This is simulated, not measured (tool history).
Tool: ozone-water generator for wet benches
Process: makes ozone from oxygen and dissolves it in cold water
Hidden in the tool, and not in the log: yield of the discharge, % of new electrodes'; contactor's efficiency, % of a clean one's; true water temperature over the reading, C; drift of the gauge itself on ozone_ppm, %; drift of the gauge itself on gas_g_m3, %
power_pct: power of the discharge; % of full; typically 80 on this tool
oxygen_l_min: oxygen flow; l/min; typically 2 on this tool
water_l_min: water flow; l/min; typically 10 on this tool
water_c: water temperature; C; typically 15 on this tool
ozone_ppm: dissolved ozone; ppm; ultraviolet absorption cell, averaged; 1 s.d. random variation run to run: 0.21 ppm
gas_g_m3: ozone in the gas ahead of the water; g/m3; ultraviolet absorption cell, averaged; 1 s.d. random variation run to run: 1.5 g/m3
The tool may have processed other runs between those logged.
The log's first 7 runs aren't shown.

| run | hour | power_pct | oxygen_l_min | water_l_min | water_c | hours of work since the electrodes were changed | hours of work since the contactor was cleaned | hours of work since the thermometer was calibrated | ozone_ppm | gas_g_m3 |
|---|---|---|---|---|---|---|---|---|---|---|
| 8 | 504.6 | 80 | 2 | 10 | 15 | 634 | 6924 | 501 | 30.3 | 288.5 |
| 9 | 582 | 80 | 2 | 10 | 10 | 689 | 6979 | 556 | 31.7 | 285.2 |
| 10 | 663.2 | 80 | 2 | 10 | 15 | 746 | 7037 | 614 | 30 | 289.1 |
| 11 | 754.2 | 80 | 2 | 10 | 15 | 811 | 7101 | 678 | 29.6 | 284.2 |
| 12 | 799.9 | 80 | 2 | 10 | 15 | 843 | 7133 | 710 | 29.6 | 286.3 |
| 13 | 877.3 | 80 | 2 | 10 | 15 | 898 | 7188 | 765 | 29.8 | 285.5 |
| 14 | 947.1 | 80 | 2 | 10 | 15 | 948 | 7238 | 815 | 29.8 | 286.5 |
| 15 | 1011 | 80 | 2 | 10 | 15 | 993 | 7283 | 860 | 29.7 | 286.5 |
| 16 | 1059.7 | 80 | 2 | 10 | 15 | 1027 | 7317 | 894 | 29.5 | 285.1 |
| 17 | 1154.3 | 80 | 2 | 10 | 15 | 1094 | 7384 | 961 | 29.7 | 283.2 |
| 18 | 1250.8 | 80 | 2 | 10 | 15 | 1163 | 7453 | 1030 | 29.9 | 283.4 |
| 19 | 1348.2 | 80 | 2 | 10 | 15 | 1232 | 7522 | 1099 | 29.7 | 281.5 |
| 20 | 1395.5 | 80 | 2 | 10 | 15 | 1265 | 7555 | 1132 | 29.1 | 284.3 |
| 21 | 1466 | 80 | 1.17 | 13 | 15 | 1315 | 7605 | 1182 | 20.3 | 373.5 |
| 22 | 1512.8 | 80 | 1.17 | 13 | 15 | 1348 | 7638 | 1215 | 20.3 | 375.6 |
| 23 | 1603 | 80 | 1.43 | 10 | 15 | 1412 | 7702 | 1279 | 28 | 338 |
| 24 | 1681.6 | 80 | 1.13 | 10 | 15 | 1468 | 7758 | 1335 | 26.3 | 379.1 |
| 25 | 1737.6 | 98 | 1.13 | 10 | 10 | 1508 | 7798 | 1375 | 31.8 | 445.9 |
| 26 | 1834.9 | 67 | 1.13 | 11 | 10 | 1576 | 7867 | 1444 | 21.8 | 336.6 |
| 27 | 1878.1 | 55 | 1.04 | 11 | 10 | 1607 | 7897 | 1474 | 18.5 | 305 |
| 28 | 1941 | 80 | 2.71 | 10 | 15 | 1652 | 7942 | 1519 | 30.1 | 241 |
| 29 | 1984.9 | 42 | 1.53 | 14 | 14 | 1683 | 7973 | 1550 | 12.7 | 205.4 |

Expected results for the next run?
| 30 | 2040.5 | 42 | 1.53 | 14 | 14 | 1722 | 8012 | 1589 | ? | ? |

ozone_ppm: 12.9 ppm
gas_g_m3: 205.6 g/m3
Had the tool carried no hidden state, the very same run would have given ozone_ppm 13.8 ppm, gas_g_m3 207 g/m3.
